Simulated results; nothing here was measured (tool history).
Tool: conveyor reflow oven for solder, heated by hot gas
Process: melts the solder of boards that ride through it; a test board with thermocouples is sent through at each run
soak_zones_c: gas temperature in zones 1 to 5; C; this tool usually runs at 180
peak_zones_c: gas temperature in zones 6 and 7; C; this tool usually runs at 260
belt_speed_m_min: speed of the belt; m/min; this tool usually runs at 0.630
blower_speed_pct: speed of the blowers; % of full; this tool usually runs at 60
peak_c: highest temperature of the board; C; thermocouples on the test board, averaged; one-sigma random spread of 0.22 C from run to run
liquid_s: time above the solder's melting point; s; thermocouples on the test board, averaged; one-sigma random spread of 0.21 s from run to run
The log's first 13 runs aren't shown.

run 14 day=7.550 | soak_zones_c=180 peak_zones_c=260 belt_speed_m_min=0.630 blower_speed_pct=84 | peak_c=249.1 liquid_s=44.1
run 15 day=8.317 | soak_zones_c=180 peak_zones_c=260 belt_speed_m_min=0.630 blower_speed_pct=60 | peak_c=246.2 liquid_s=41.1
run 16 day=9.075 | soak_zones_c=180 peak_zones_c=260 belt_speed_m_min=0.630 blower_speed_pct=60 | peak_c=246.5 liquid_s=41.4
run 17 day=9.450 | soak_zones_c=180 peak_zones_c=260 belt_speed_m_min=0.757 blower_speed_pct=51 | peak_c=238.9 liquid_s=27.7
run 18 day=9.917 | soak_zones_c=171 peak_zones_c=260 belt_speed_m_min=0.757 blower_speed_pct=51 | peak_c=236.5 liquid_s=24.0
-- day=10.508 flux residue cleaned out of gas plates and filters
run 19 day=10.892 | soak_zones_c=171 peak_zones_c=260 belt_speed_m_min=0.757 blower_speed_pct=51 | peak_c=236.6 liquid_s=24.4
run 20 day=11.412 | soak_zones_c=174 peak_zones_c=274 belt_speed_m_min=0.508 blower_speed_pct=70 | peak_c=264.6 liquid_s=60.8
run 21 day=11.917 | soak_zones_c=174 peak_zones_c=274 belt_speed_m_min=0.542 blower_speed_pct=87 | peak_c=265.6 liquid_s=57.6
run 22 day=12.638 | soak_zones_c=180 peak_zones_c=259 belt_speed_m_min=0.630 blower_speed_pct=60 | peak_c=245.9 liquid_s=40.9
run 23 day=13.004 | soak_zones_c=180 peak_zones_c=259 belt_speed_m_min=0.630 blower_speed_pct=60 | peak_c=245.3 liquid_s=40.5
run 24 day=13.654 | soak_zones_c=180 peak_zones_c=259 belt_speed_m_min=0.630 blower_speed_pct=60 | peak_c=245.8 liquid_s=40.7
run 25 day=14.242 | soak_zones_c=190 peak_zones_c=248 belt_speed_m_min=0.630 blower_speed_pct=60 | peak_c=237.7 liquid_s=39.1
run 26 day=14.754 | soak_zones_c=190 peak_zones_c=248 belt_speed_m_min=0.630 blower_speed_pct=60 | peak_c=237.6 liquid_s=39.4
run 27 day=15.175 | soak_zones_c=188 peak_zones_c=256 belt_speed_m_min=0.630 blower_speed_pct=60 | peak_c=244.2 liquid_s=43.0
run 28 day=15.854 | soak_zones_c=188 peak_zones_c=256 belt_speed_m_min=0.630 blower_speed_pct=60 | peak_c=244.4 liquid_s=43.0

What will run 29 give?
run 29 day=16.504 | soak_zones_c=182 peak_zones_c=269 belt_speed_m_min=0.737 blower_speed_pct=58 | peak_c=? liquid_s=?

{"run 29": {"peak_c": 249.4, "liquid_s": 36.2}}
Minus the tool's unlogged condition, the same run would have read peak_c 249.4 C, liquid_s 36.2 s.

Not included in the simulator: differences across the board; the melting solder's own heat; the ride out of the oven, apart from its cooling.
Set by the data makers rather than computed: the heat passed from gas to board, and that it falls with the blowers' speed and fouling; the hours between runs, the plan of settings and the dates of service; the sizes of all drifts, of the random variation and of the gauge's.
